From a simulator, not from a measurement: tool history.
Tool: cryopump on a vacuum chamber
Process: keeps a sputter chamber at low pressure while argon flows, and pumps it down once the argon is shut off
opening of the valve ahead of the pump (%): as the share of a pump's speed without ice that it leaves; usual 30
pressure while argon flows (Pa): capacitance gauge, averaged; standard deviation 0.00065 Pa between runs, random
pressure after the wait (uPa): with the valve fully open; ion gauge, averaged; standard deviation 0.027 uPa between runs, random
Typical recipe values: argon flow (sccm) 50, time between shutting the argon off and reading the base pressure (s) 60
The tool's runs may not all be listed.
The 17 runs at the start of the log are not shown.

run,day,argon flow (sccm),time between shutting the argon off and reading the base pressure (s),opening of the valve ahead of the pump (%),pressure while argon flows (Pa),pressure after the wait (uPa)
18,13.262,50,60,30,0.1287,1.61
19,14.304,27,69,22,0.0946,1.51
20,14.796,92,21,40,0.1805,3.73
21,15.442,92,21,40,0.182,3.63
22,16.3,92,21,40,0.182,3.66
23,17.212,92,21,40,0.1832,3.64
24,17.704,31,27,40,0.0618,3.16
25,18.254,31,27,40,0.0615,3.01
26,19.425,30,164,30,0.0786,1.12
27,20.308,30,164,30,0.0789,1.15
28,21.304,30,164,30,0.0807,1.22
29,22.304,22,169,30,0.0578,1.15
30,23.421,24,48,32,0.0599,2.13
31,24.196,99,64,30,0.2644,1.77
32,24.958,99,64,30,0.2616,1.79
33,25.65,99,64,30,0.264,1.82
34,26.167,44,64,30,0.1171,1.81
35,26.746,21,80,30,0.0561,1.72

Branching from run 35: 3 alternative next runs. What would each branch give?
A,27.9,86,29,30,?,?
B,27.9,21,58,27,?,?
C,27.9,21,90,30,?,?

run,pressure while argon flows (Pa),pressure after the wait (uPa)
A,0.2299,3.02
B,0.0621,1.97
C,0.056,1.57
Had the tool no hidden state, the same runs would have come out as:
run,pressure while argon flows (Pa),pressure after the wait (uPa)
A,0.2179,2.27
B,0.0591,1.22
C,0.053,0.82
